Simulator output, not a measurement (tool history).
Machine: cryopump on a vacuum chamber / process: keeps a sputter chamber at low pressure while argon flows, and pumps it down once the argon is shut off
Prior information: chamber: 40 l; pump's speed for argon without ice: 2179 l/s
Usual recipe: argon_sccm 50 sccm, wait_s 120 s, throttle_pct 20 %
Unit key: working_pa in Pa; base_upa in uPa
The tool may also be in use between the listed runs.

run 1 day=0 | argon_sccm=50 wait_s=120 throttle_pct=20 | working_pa=0.2031 base_upa=0.95
run 2 day=0.454 | argon_sccm=50 wait_s=120 throttle_pct=20 | working_pa=0.2043 base_upa=0.96
run 3 day=1.408 | argon_sccm=50 wait_s=120 throttle_pct=20 | working_pa=0.2029 base_upa=0.99
run 4 day=1.921 | argon_sccm=50 wait_s=120 throttle_pct=19 | working_pa=0.2135 base_upa=0.98
run 5 day=2.725 | argon_sccm=50 wait_s=120 throttle_pct=19 | working_pa=0.2135 base_upa=1.04
run 6 day=3.342 | argon_sccm=50 wait_s=26 throttle_pct=20 | working_pa=0.2043 base_upa=2.46
run 7 day=4.133 | argon_sccm=50 wait_s=120 throttle_pct=17 | working_pa=0.2364 base_upa=0.97
run 8 day=5.15 | argon_sccm=46 wait_s=69 throttle_pct=55 | working_pa=0.0753 base_upa=1.32
run 9 day=5.879 | argon_sccm=46 wait_s=69 throttle_pct=55 | working_pa=0.0747 base_upa=1.27
run 10 day=6.7 | argon_sccm=36 wait_s=57 throttle_pct=16 | working_pa=0.1804 base_upa=1.5
run 11 day=7.621 | argon_sccm=59 wait_s=57 throttle_pct=24 | working_pa=0.2029 base_upa=1.49
run 12 day=8.283 | argon_sccm=59 wait_s=57 throttle_pct=24 | working_pa=0.2027 base_upa=1.47
run 13 day=9.05 | argon_sccm=50 wait_s=120 throttle_pct=35 | working_pa=0.1237 base_upa=1.07
run 14 day=10 | argon_sccm=25 wait_s=62 throttle_pct=20 | working_pa=0.1029 base_upa=1.44

What if the next run were any one of these 5? Each begins from the tool's condition after run 14:
run A day=10.775 | argon_sccm=22 wait_s=295 throttle_pct=20 | working_pa=? base_upa=?
run B day=10.775 | argon_sccm=50 wait_s=120 throttle_pct=20 | working_pa=? base_upa=?
run C day=10.775 | argon_sccm=64 wait_s=29 throttle_pct=20 | working_pa=? base_upa=?
run D day=10.775 | argon_sccm=25 wait_s=62 throttle_pct=38 | working_pa=? base_upa=?
run E day=10.775 | argon_sccm=40 wait_s=120 throttle_pct=21 | working_pa=? base_upa=?

run=A working_pa=0.0906 base_upa=0.84
run=B working_pa=0.2077 base_upa=1.1
run=C working_pa=0.2629 base_upa=2.36
run=D working_pa=0.0569 base_upa=1.55
run=E working_pa=0.1566 base_upa=1.04
Take away the tool's hidden state, keep each run's random variation, and the runs would have read:
run=A working_pa=0.0853 base_upa=0.29
run=B working_pa=0.1955 base_upa=0.55
run=C working_pa=0.2474 base_upa=1.82
run=D working_pa=0.0508 base_upa=0.99
run=E working_pa=0.1469 base_upa=0.5
